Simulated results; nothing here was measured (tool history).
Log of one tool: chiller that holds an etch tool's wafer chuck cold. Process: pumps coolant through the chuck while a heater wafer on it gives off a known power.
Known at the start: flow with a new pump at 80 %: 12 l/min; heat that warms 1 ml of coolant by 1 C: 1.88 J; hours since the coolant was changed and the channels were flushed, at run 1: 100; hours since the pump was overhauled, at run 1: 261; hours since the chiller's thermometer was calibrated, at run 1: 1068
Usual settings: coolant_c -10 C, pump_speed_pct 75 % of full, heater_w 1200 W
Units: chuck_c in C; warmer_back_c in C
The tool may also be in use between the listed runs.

run,hour,coolant_c,pump_speed_pct,heater_w,hours since the coolant was changed and the channels were flushed,hours since the pump was overhauled,hours since the chiller's thermometer was calibrated,chuck_c,warmer_back_c
1,0,-10,75,1200,100,261,1068,-0.7,3.49
2,62.8,-10,75,1200,163,324,1130,-0.6,3.39
3,162.1,-10,75,1200,262,423,1230,-0.5,3.41
4,252.1,-10,75,1200,352,513,1320,-0.5,3.44
5,359.4,-10,75,1200,459,620,1427,-0.5,3.46
6,408.6,-10,75,1200,509,669,1476,-0.4,3.45
7,526.7,-10,75,1200,627,787,1594,-0.6,3.46
8,612,-10,75,1200,712,873,1680,-0.4,3.41
9,698.8,-10,75,1200,799,960,1766,-0.4,3.45
10,779.5,-2,75,1200,879,1040,1847,7.8,3.4
11,859.7,-13,97,874,960,1120,1927,-6.9,1.95
12,942.2,-10,96,843,1042,1203,2010,-4,1.96
13,1053.1,-9,96,1344,1153,1314,2121,0.4,3.09
14,1115.9,-9,96,1344,1216,1377,2183,0.5,3.03

Forecast run 15:
15,1204.8,-15,96,879,1305,1466,2272,?,?

Run 15 gave chuck_c -8.9 C, warmer_back_c 1.91 C.
Without the tool's hidden state the same run would have given chuck_c -9 C, warmer_back_c 1.86 C.
